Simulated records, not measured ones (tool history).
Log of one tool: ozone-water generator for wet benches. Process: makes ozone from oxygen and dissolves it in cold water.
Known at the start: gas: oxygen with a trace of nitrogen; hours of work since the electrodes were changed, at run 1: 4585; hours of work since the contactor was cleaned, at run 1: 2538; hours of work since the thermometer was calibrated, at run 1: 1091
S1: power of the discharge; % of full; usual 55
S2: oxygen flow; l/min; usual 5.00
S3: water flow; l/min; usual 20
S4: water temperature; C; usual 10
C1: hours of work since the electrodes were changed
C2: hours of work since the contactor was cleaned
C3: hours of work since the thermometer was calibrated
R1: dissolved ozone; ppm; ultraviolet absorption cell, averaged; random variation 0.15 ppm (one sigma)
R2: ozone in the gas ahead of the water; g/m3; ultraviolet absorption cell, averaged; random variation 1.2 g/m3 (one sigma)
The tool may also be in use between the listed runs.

| run | hour | S1 | S2 | S3 | S4 | C1 | C2 | C3 | R1 | R2 |
|---|---|---|---|---|---|---|---|---|---|---|
| 1 | 0.0 | 55 | 5.00 | 20 | 10 | 4585 | 2538 | 1091 | 18.4 | 211.9 |
| 2 | 57.6 | 55 | 5.00 | 20 | 10 | 4639 | 2592 | 1145 | 18.8 | 213.6 |
|  | 106.8 | contactor cleaned |
| 3 | 138.3 | 55 | 5.00 | 20 | 10 | 4711 | 30 | 1217 | 18.6 | 213.8 |
| 4 | 229.4 | 55 | 5.00 | 20 | 10 | 4797 | 115 | 1303 | 18.9 | 212.4 |
| 5 | 310.7 | 55 | 5.00 | 20 | 10 | 4873 | 192 | 1379 | 18.6 | 212.3 |
| 6 | 428.5 | 55 | 5.00 | 21 | 10 | 4984 | 303 | 1490 | 17.8 | 212.7 |
| 7 | 547.8 | 65 | 5.00 | 20 | 10 | 5097 | 415 | 1602 | 20.6 | 233.9 |
| 8 | 625.9 | 94 | 5.00 | 20 | 10 | 5170 | 489 | 1676 | 24.7 | 281.6 |
| 9 | 748.1 | 94 | 5.00 | 20 | 10 | 5285 | 604 | 1791 | 24.3 | 283.5 |
| 10 | 832.4 | 94 | 5.00 | 20 | 10 | 5364 | 683 | 1870 | 24.3 | 283.5 |
| 11 | 886.0 | 55 | 5.00 | 20 | 10 | 5415 | 733 | 1921 | 18.5 | 214.3 |
| 12 | 951.3 | 55 | 5.00 | 20 | 10 | 5476 | 795 | 1982 | 18.6 | 215.1 |
| 13 | 1066.6 | 55 | 5.00 | 20 | 13 | 5585 | 903 | 2091 | 17.8 | 214.5 |
| 14 | 1128.5 | 55 | 8.40 | 29 | 10 | 5643 | 961 | 2149 | 12.4 | 155.0 |
| 15 | 1189.4 | 55 | 8.40 | 21 | 10 | 5700 | 1019 | 2206 | 17.3 | 154.9 |
| 16 | 1238.7 | 56 | 8.90 | 21 | 10 | 5747 | 1065 | 2253 | 17.1 | 151.5 |
| 17 | 1316.0 | 87 | 5.00 | 28 | 10 | 5819 | 1138 | 2325 | 16.3 | 276.2 |
| 18 | 1371.2 | 87 | 5.00 | 28 | 10 | 5871 | 1190 | 2377 | 16.4 | 274.5 |
| 19 | 1446.1 | 87 | 5.00 | 28 | 10 | 5942 | 1260 | 2448 | 16.3 | 274.3 |
| 20 | 1554.8 | 94 | 5.53 | 29 | 10 | 6044 | 1363 | 2550 | 16.4 | 269.3 |
| 21 | 1606.6 | 94 | 5.53 | 29 | 10 | 6093 | 1411 | 2599 | 16.4 | 270.6 |

The next listed run, before its measurement:
| 22 | 1670.5 | 55 | 5.00 | 24 | 10 | 6153 | 1471 | 2659 | ? | ? |

{"run 22": {"R1": 15.3, "R2": 217.0}}
Without the tool's hidden state the same run would have given R1 15.4 ppm, R2 211.6 g/m3.
